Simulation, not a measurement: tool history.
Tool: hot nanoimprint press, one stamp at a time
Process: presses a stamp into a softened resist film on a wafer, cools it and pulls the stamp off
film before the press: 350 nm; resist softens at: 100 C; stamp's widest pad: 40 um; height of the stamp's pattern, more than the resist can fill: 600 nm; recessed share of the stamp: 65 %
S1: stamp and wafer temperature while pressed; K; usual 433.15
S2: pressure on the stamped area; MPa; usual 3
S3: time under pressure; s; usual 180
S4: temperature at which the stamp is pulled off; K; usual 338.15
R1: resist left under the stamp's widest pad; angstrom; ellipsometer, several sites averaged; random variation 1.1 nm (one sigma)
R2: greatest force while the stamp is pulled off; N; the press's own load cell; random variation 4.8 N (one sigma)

run   hour      S1    S2   S3      S4    R1   R2
  1      0  433.15     3  180  338.15  1723  287
  2     17  433.15     3  180  326.15  1726  319
  3   40.5  433.15     3  180  326.15  1730  323
  4   55.5  433.15  2.01  180  338.15  2010  306
  5   70.9  428.15     3  180  338.15  2072  308
  6   93.1  433.15     3  180  338.15  1715  309
  7  115.3  433.15     3  180  338.15  1724  316
  8  125.2  433.15     3  291  338.15  1427  326
  9  137.9  433.15     3  291  338.15  1437  320
     164.9  -- stamp cleaned and given a new release coat
 10  164.9  433.15     3  291  338.15  1417  235
 11  181.8  442.15     3  180  338.15  1201  228
 12  205.6  442.15     3  180  338.15  1211  252
 13  228.3  433.15     3  180  338.15  1705  256
 14  242.8  433.15     3  180  338.15  1722  258
 15  259.8  433.15     3  180  338.15  1720  251
 16  280.4  434.15  2.09  186  346.15  1903  259
 17  291.2  423.15  2.33  172  327.15  2622  299
 18  309.6  423.15  2.02  172  327.15  2698  283
 19  320.1  423.15  2.02  172  327.15  2712  285
 20  337.5  442.15  3.96  238  342.15   940  276
 21  360.6  442.15  3.96  238  342.15   929  283
 22  373.7  442.15  3.96  238  342.15   925  274
 23  385.1  442.15   3.4  238  329.15  1011  305
 24    400  442.15   3.4  238  329.15  1013  322
 25  423.2  433.15  4.52  180  338.15  1426  308
 26  436.7  433.15  4.52  180  338.15  1413  316
 27  448.1  433.15  4.52  180  338.15  1406  306
 28  463.2  433.15     3  180  340.15  1699  310
 29  484.4  425.15  2.19  180  340.15  2487  314

4 ways to go on from here, each from the tool as it stands after run 29. What would each give?
  A  497.7  433.15     3  241  338.15   ?   ?
  B  497.7  436.15  3.28  180  326.15   ?   ?
  C  497.7  433.15  3.55  251  340.15   ?   ?
  D  497.7  425.15  2.19  180  343.15   ?   ?

run    R1   R2
  A  1519  325
  B  1457  354
  C  1370  319
  D  2474  306
Without the tool's hidden state the same runs would have given:
run    R1   R2
  A  1546  236
  B  1480  257
  C  1392  232
  D  2511  222
